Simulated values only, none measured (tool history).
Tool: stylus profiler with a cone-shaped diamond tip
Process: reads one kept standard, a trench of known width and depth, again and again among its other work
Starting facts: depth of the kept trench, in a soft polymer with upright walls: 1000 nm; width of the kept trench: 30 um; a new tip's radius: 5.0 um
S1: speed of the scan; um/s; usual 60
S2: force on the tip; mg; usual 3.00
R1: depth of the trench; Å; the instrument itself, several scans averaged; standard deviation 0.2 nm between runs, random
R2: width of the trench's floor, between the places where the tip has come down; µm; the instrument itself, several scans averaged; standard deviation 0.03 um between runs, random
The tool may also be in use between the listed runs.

run,day,S1,S2,R1,R2
1,0.000,60,3.00,10143.2,21.52
2,0.871,60,3.00,10141.3,21.54
3,2.162,60,8.91,10273.2,21.54
4,3.604,60,8.91,10271.7,21.48
5,5.717,60,8.91,10272.7,21.42
6,7.217,60,8.91,10273.8,21.40
7,8.467,60,4.43,10181.3,21.31
8,9.433,60,1.46,10091.4,21.23
9,11.225,60,1.46,10095.0,21.21
10,12.242,60,3.00,10141.2,21.22
11,13.625,60,2.38,10121.9,21.13
12,15.208,19,3.35,10152.8,21.22
13,16.483,30,1.05,10083.0,21.12
14,18.433,60,3.82,10164.7,21.07
15,19.958,60,1.89,10107.9,20.96
16,20.883,60,1.89,10112.2,20.97
# day 21.092: height scale calibrated on a step standard
17,22.388,70,1.61,10112.8,20.91
18,24.262,60,6.07,10228.3,20.99
19,26.267,95,1.45,10104.1,20.68
20,28.038,95,1.45,10106.0,20.63
21,29.233,142,3.00,10153.7,20.61
# day 29.408: height scale calibrated on a step standard, once more
22,30.754,101,1.05,10063.2,20.56

5 ways to go on from here, each from the tool as it stands after run 22. What would each give?
A,31.788,15,1.05,?,?
B,31.788,51,4.99,?,?
C,31.788,24,3.00,?,?
D,31.788,35,2.14,?,?
E,31.788,201,3.00,?,?

run,R1,R2
A,10059.1,20.88
B,10170.9,20.84
C,10120.7,20.91
D,10096.7,20.88
E,10121.0,20.42
The same runs, with their run-to-run variation unchanged, on a tool lacking any hidden condition would have given:
run,R1,R2
A,10061.4,23.93
B,10173.3,23.89
C,10123.1,23.95
D,10099.1,23.93
E,10123.4,23.46
